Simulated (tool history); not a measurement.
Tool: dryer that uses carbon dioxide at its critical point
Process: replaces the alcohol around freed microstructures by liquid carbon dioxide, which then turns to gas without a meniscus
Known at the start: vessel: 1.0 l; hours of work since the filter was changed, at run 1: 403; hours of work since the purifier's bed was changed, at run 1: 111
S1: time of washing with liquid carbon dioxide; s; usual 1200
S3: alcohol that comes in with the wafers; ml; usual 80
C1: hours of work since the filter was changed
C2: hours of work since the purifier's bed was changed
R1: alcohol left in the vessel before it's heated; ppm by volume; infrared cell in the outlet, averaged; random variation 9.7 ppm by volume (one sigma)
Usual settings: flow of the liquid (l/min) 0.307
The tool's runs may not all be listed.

run 1 hour=0 | S1=1200 flow_of_the_liquid_(l/min)=0.307 S3=80 | C1=403 C2=111 | R1=830
run 2 hour=16.2 | S1=1200 flow_of_the_liquid_(l/min)=0.307 S3=80 | C1=415 C2=123 | R1=845
run 3 hour=25.3 | S1=1200 flow_of_the_liquid_(l/min)=0.307 S3=80 | C1=422 C2=130 | R1=813
run 4 hour=38.8 | S1=1200 flow_of_the_liquid_(l/min)=0.307 S3=80 | C1=432 C2=140 | R1=837
run 5 hour=55.1 | S1=1200 flow_of_the_liquid_(l/min)=0.307 S3=63 | C1=444 C2=152 | R1=672
run 6 hour=73.4 | S1=1200 flow_of_the_liquid_(l/min)=0.307 S3=26 | C1=458 C2=166 | R1=291
run 7 hour=90 | S1=1200 flow_of_the_liquid_(l/min)=0.307 S3=26 | C1=470 C2=178 | R1=318
-- hour=96.3 inlet filter changed
run 8 hour=106.3 | S1=1200 flow_of_the_liquid_(l/min)=0.307 S3=26 | C1=7 C2=190 | R1=227
run 9 hour=118.1 | S1=1200 flow_of_the_liquid_(l/min)=0.307 S3=26 | C1=16 C2=199 | R1=217
run 10 hour=133.5 | S1=1200 flow_of_the_liquid_(l/min)=0.307 S3=32 | C1=28 C2=210 | R1=264
run 11 hour=151.5 | S1=1200 flow_of_the_liquid_(l/min)=0.377 S3=32 | C1=41 C2=224 | R1=105
run 12 hour=164.2 | S1=1200 flow_of_the_liquid_(l/min)=0.377 S3=32 | C1=51 C2=233 | R1=117
run 13 hour=171.8 | S1=1200 flow_of_the_liquid_(l/min)=0.307 S3=80 | C1=56 C2=239 | R1=631
run 14 hour=187.3 | S1=1800 flow_of_the_liquid_(l/min)=0.307 S3=80 | C1=68 C2=250 | R1=86
run 15 hour=198.3 | S1=1200 flow_of_the_liquid_(l/min)=0.307 S3=24 | C1=76 C2=259 | R1=214
run 16 hour=209.1 | S1=1200 flow_of_the_liquid_(l/min)=0.307 S3=24 | C1=84 C2=267 | R1=221
run 17 hour=219.5 | S1=1200 flow_of_the_liquid_(l/min)=0.307 S3=24 | C1=92 C2=274 | R1=220
run 18 hour=235 | S1=1200 flow_of_the_liquid_(l/min)=0.307 S3=80 | C1=104 C2=286 | R1=669
run 19 hour=244.6 | S1=780 flow_of_the_liquid_(l/min)=0.307 S3=80 | C1=111 C2=293 | R1=3448
run 20 hour=252.4 | S1=1200 flow_of_the_liquid_(l/min)=0.205 S3=80 | C1=117 C2=299 | R1=3089
run 21 hour=264.3 | S1=1200 flow_of_the_liquid_(l/min)=0.205 S3=80 | C1=125 C2=308 | R1=3185
run 22 hour=282.3 | S1=1200 flow_of_the_liquid_(l/min)=0.205 S3=80 | C1=139 C2=321 | R1=3170
run 23 hour=295 | S1=1200 flow_of_the_liquid_(l/min)=0.51 S3=31 | C1=148 C2=331 | R1=61
run 24 hour=311.7 | S1=1200 flow_of_the_liquid_(l/min)=0.51 S3=31 | C1=161 C2=343 | R1=67
run 25 hour=322.6 | S1=1320 flow_of_the_liquid_(l/min)=0.203 S3=54 | C1=169 C2=351 | R1=1610
run 26 hour=332.6 | S1=1320 flow_of_the_liquid_(l/min)=0.417 S3=42 | C1=176 C2=359 | R1=86
run 27 hour=340.5 | S1=1320 flow_of_the_liquid_(l/min)=0.417 S3=42 | C1=182 C2=365 | R1=83
run 28 hour=355.7 | S1=1260 flow_of_the_liquid_(l/min)=0.312 S3=81 | C1=194 C2=376 | R1=542
run 29 hour=371.5 | S1=1260 flow_of_the_liquid_(l/min)=0.261 S3=81 | C1=205 C2=388 | R1=1209
run 30 hour=382.2 | S1=1260 flow_of_the_liquid_(l/min)=0.261 S3=81 | C1=213 C2=396 | R1=1182
run 31 hour=400.4 | S1=1380 flow_of_the_liquid_(l/min)=0.505 S3=80 | C1=227 C2=409 | R1=66
run 32 hour=416.3 | S1=900 flow_of_the_liquid_(l/min)=0.325 S3=32 | C1=239 C2=421 | R1=815
run 33 hour=432.1 | S1=900 flow_of_the_liquid_(l/min)=0.325 S3=32 | C1=251 C2=433 | R1=827
run 34 hour=441.5 | S1=1200 flow_of_the_liquid_(l/min)=0.295 S3=80 | C1=258 C2=440 | R1=895
run 35 hour=453.5 | S1=1200 flow_of_the_liquid_(l/min)=0.324 S3=80 | C1=267 C2=449 | R1=594
run 36 hour=465.4 | S1=1200 flow_of_the_liquid_(l/min)=0.324 S3=80 | C1=276 C2=458 | R1=616
run 37 hour=479.1 | S1=1200 flow_of_the_liquid_(l/min)=0.324 S3=80 | C1=286 C2=468 | R1=632
run 38 hour=488.6 | S1=1860 flow_of_the_liquid_(l/min)=0.259 S3=33 | C1=293 C2=475 | R1=135
run 39 hour=500.3 | S1=1080 flow_of_the_liquid_(l/min)=0.307 S3=47 | C1=302 C2=484 | R1=742
run 40 hour=508.3 | S1=840 flow_of_the_liquid_(l/min)=0.307 S3=80 | C1=308 C2=490 | R1=3105
run 41 hour=522.3 | S1=1200 flow_of_the_liquid_(l/min)=0.314 S3=69 | C1=318 C2=500 | R1=657
run 42 hour=534.1 | S1=1200 flow_of_the_liquid_(l/min)=0.314 S3=69 | C1=327 C2=509 | R1=647
run 43 hour=550.6 | S1=1200 flow_of_the_liquid_(l/min)=0.314 S3=69 | C1=339 C2=522 | R1=672

3 ways to go on from here, each from the tool as it stands after run 43. What would each give?
run A hour=562.8 | S1=960 flow_of_the_liquid_(l/min)=0.258 S3=69 | C1=348 C2=531 | R1=?
run B hour=562.8 | S1=1200 flow_of_the_liquid_(l/min)=0.249 S3=72 | C1=348 C2=531 | R1=?
run C hour=562.8 | S1=1200 flow_of_the_liquid_(l/min)=0.503 S3=36 | C1=348 C2=531 | R1=?

run=A R1=2984
run=B R1=1732
run=C R1=94
Without the tool's hidden state the same runs would have given:
run=A R1=2336
run=B R1=1271
run=C R1=14
